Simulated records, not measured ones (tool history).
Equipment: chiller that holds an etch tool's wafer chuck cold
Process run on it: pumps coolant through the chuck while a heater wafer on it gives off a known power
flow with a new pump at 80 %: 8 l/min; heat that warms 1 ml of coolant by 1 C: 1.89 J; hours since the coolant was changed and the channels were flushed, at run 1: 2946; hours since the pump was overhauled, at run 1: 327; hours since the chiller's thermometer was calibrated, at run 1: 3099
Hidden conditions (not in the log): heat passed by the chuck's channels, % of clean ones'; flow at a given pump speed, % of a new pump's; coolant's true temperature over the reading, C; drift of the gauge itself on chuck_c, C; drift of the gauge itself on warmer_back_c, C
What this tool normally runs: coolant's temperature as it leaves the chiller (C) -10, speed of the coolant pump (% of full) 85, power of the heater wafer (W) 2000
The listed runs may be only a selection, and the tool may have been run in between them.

| run | day | coolant's temperature as it leaves the chiller (C) | speed of the coolant pump (% of full) | power of the heater wafer (W) | hours since the coolant was changed and the channels were flushed | hours since the pump was overhauled | hours since the chiller's thermometer was calibrated | chuck's temperature once it has settled (C) | how much warmer the coolant comes back (C) |
|---|---|---|---|---|---|---|---|---|---|
| 1 | 0 | -10 | 85 | 2000 | 2946 | 327 | 3099 | 9.7 | 7.49 |
| 2 | 5.321 | -12 | 85 | 2000 | 3074 | 455 | 3227 | 7.5 | 7.54 |
| 3 | 8.496 | -7 | 85 | 2000 | 3150 | 531 | 3303 | 12.6 | 7.51 |
| 4 | 14.517 | -7 | 85 | 2000 | 3294 | 675 | 3448 | 12.7 | 7.57 |
| 5 | 19.3 | -10 | 85 | 2000 | 3409 | 790 | 3562 | 9.7 | 7.57 |
| 6 | 21.996 | -10 | 95 | 2000 | 3474 | 855 | 3627 | 7.9 | 6.79 |
| 7 | 26.95 | -10 | 95 | 2000 | 3593 | 974 | 3746 | 7.9 | 6.91 |
| 8 | 32.467 | -10 | 95 | 2000 | 3725 | 1106 | 3878 | 8 | 6.91 |
| 9 | 38.142 | -10 | 95 | 2000 | 3861 | 1242 | 4015 | 7.9 | 6.89 |
| 10 | 43.546 | -10 | 95 | 2000 | 3991 | 1372 | 4144 | 8 | 6.99 |
| 11 | 48.55 | -10 | 85 | 2000 | 4111 | 1492 | 4264 | 9.7 | 7.69 |
| 12 | 52.367 | -10 | 92 | 2000 | 4203 | 1584 | 4356 | 8.2 | 7.22 |
|  | 53.975 | chiller's thermometer calibrated |
| 13 | 57.258 | -10 | 92 | 2000 | 4319 | 1700 | 79 | 8.4 | 7.22 |
|  | 61.875 | coolant changed, channels flushed |
| 14 | 62.229 | -10 | 85 | 2000 | 8 | 1813 | 192 | 9.5 | 7.83 |
| 15 | 65.221 | -10 | 85 | 2000 | 80 | 1885 | 264 | 9.6 | 7.83 |
| 16 | 69.529 | -10 | 85 | 2000 | 184 | 1989 | 367 | 9.7 | 7.87 |
|  | 70.454 | gauge calibrated |
| 17 | 73.662 | -10 | 85 | 2000 | 283 | 2088 | 466 | 9.6 | 7.52 |
| 18 | 77.942 | -16 | 85 | 2610 | 386 | 2190 | 569 | 9.7 | 9.75 |
| 19 | 82.75 | -14 | 73 | 1401 | 501 | 2306 | 685 | 1.6 | 6.14 |
| 20 | 89.229 | -14 | 73 | 1401 | 657 | 2461 | 840 | 1.7 | 6.14 |
| 21 | 94.912 | -1 | 81 | 1461 | 793 | 2598 | 976 | 14 | 5.89 |
| 22 | 98.488 | -1 | 81 | 1461 | 879 | 2683 | 1062 | 14 | 5.87 |
| 23 | 103.821 | -5 | 81 | 1461 | 1007 | 2812 | 1190 | 9.9 | 5.91 |
| 24 | 106.912 | -5 | 81 | 1461 | 1081 | 2886 | 1264 | 9.9 | 5.96 |
| 25 | 110.421 | -5 | 81 | 1461 | 1165 | 2970 | 1349 | 9.8 | 5.98 |
| 26 | 114.404 | -5 | 74 | 1461 | 1261 | 3066 | 1444 | 11 | 6.48 |

Estimate the outcome of run 27 from the log above:
| 27 | 118.217 | -1 | 72 | 1207 | 1352 | 3157 | 1536 | ? | ? |

chuck's temperature once it has settled (C): 12.6
how much warmer the coolant comes back (C): 5.58
If the tool had no hidden condition, the same run with the same run-to-run variation would have returned chuck's temperature once it has settled (C) 12.6, how much warmer the coolant comes back (C) 5.32.
